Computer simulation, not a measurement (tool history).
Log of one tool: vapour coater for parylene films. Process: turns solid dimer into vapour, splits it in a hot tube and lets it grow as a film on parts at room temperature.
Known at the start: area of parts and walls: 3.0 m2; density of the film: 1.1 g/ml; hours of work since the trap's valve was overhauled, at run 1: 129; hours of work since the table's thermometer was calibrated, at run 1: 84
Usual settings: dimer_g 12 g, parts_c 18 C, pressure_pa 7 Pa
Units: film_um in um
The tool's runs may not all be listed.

| run | day | dimer_g | parts_c | pressure_pa | hours of work since the trap's valve was overhauled | hours of work since the table's thermometer was calibrated | film_um |
|---|---|---|---|---|---|---|---|
| 1 | 0 | 12 | 18 | 7 | 129 | 84 | 1.566 |
| 2 | 2.004 | 12 | 14 | 7 | 156 | 110 | 1.785 |
| 3 | 3.379 | 12 | 10 | 7 | 174 | 129 | 2.03 |
| 4 | 4.358 | 17 | 18 | 7 | 187 | 142 | 2.23 |
| 5 | 6.096 | 17 | 18 | 7 | 210 | 165 | 2.235 |
| 6 | 7.542 | 17 | 18 | 7 | 230 | 184 | 2.228 |
| 7 | 9.042 | 17 | 18 | 7 | 250 | 205 | 2.222 |
| 8 | 10.621 | 17 | 18 | 7 | 271 | 226 | 2.218 |
| 9 | 11.75 | 21 | 18 | 7 | 286 | 241 | 2.748 |
| 10 | 12.683 | 10 | 18 | 5.61 | 299 | 253 | 1.341 |
| 11 | 13.796 | 10 | 18 | 5.61 | 313 | 268 | 1.345 |
| 12 | 15.5 | 12 | 23 | 7 | 336 | 291 | 1.329 |
| 13 | 17.054 | 12 | 23 | 2.11 | 357 | 312 | 1.558 |
| 14 | 18.367 | 7 | 20 | 3.6 | 375 | 329 | 0.933 |

The next listed run, before its measurement:
| 15 | 19.425 | 7 | 20 | 3.6 | 389 | 343 | ? |

{"run 15": {"film_um": 0.93}}
Without the tool's hidden state the same run would have given film_um 0.931 um.
